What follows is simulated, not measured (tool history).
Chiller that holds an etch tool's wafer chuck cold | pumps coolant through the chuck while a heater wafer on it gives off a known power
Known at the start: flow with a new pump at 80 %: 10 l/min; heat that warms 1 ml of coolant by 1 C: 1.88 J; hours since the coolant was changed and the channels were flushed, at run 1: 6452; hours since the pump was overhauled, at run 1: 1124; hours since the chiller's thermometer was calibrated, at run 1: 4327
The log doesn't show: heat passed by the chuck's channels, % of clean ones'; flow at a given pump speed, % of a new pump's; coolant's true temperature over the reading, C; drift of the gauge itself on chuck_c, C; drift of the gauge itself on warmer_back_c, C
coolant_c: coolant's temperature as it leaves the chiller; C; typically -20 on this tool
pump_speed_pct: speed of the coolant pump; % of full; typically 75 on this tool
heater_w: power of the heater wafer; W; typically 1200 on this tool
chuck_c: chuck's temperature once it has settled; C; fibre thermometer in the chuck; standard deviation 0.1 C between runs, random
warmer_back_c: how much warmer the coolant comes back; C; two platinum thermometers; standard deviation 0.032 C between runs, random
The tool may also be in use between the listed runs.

run,hour,coolant_c,pump_speed_pct,heater_w,hours since the coolant was changed and the channels were flushed,hours since the pump was overhauled,hours since the chiller's thermometer was calibrated,chuck_c,warmer_back_c
1,0.0,-20,75,1200,6452,1124,4327,-9.6,4.13
2,61.5,-20,75,1200,6513,1185,4388,-9.6,4.15
3,110.9,-20,75,1200,6563,1235,4438,-9.5,4.20
4,154.3,-20,75,1200,6606,1278,4481,-9.5,4.15
5,198.4,-20,75,1200,6650,1322,4525,-9.6,4.20
6,253.7,-20,75,1200,6705,1377,4580,-9.5,4.18
7,294.5,-20,75,1200,6746,1418,4621,-9.5,4.15
8,346.6,-20,75,1200,6798,1470,4673,-9.5,4.20
9,399.8,-20,75,1200,6852,1524,4726,-9.4,4.28
# hour 437.6: chiller's thermometer calibrated
10,438.6,-20,75,1200,6889,1561,1,-9.6,4.23
11,503.8,-20,75,719,6955,1627,66,-13.8,2.63
12,560.4,-20,75,719,7011,1683,123,-13.9,2.61
13,624.7,-20,75,1200,7076,1748,187,-9.4,4.37
14,674.8,-21,77,1642,7126,1798,237,-7.2,5.66
15,740.1,-27,86,641,7191,1863,302,-22.0,2.05
16,801.4,-27,86,641,7252,1924,364,-22.1,2.13
17,839.0,-14,86,1313,7290,1962,401,-4.2,4.08
18,894.4,-14,86,1313,7345,2017,457,-4.0,4.15
19,958.1,-18,71,1669,7409,2081,521,-2.6,6.35
20,996.9,-20,75,712,7448,2120,559,-13.7,2.70
21,1048.7,-20,75,712,7499,2171,611,-13.7,2.68
# hour 1109.3: coolant changed, channels flushed
22,1121.9,-14,75,1200,13,2239,678,-3.4,4.36
23,1185.3,-13,76,1200,76,2302,742,-2.7,4.38
24,1240.6,-13,76,726,131,2357,797,-6.9,2.81
25,1282.6,-13,76,726,173,2399,839,-6.8,2.84
26,1315.2,-25,75,1636,206,2432,872,-10.7,6.07

Take each entry between the runs: how does the hidden state at the last listed run before it differ from the hidden state at the first listed run after it?
Run 9 -> run 10: chiller's thermometer calibrated (hour 437.6)
  coolant's true temperature over the reading, C: 0.01 -> 0; drift of the gauge itself on warmer_back_c, C: 0.11 -> 0.12
  measured minus no-state result, warmer_back_c: +0.12 -> +0.12 C
Run 21 -> run 22: coolant changed, channels flushed (hour 1109.3)
  heat passed by the chuck's channels, % of clean ones': 99.9 -> 100; drift of the gauge itself on warmer_back_c, C: 0.29 -> 0.31
  measured minus no-state result, warmer_back_c: +0.29 -> +0.31 C
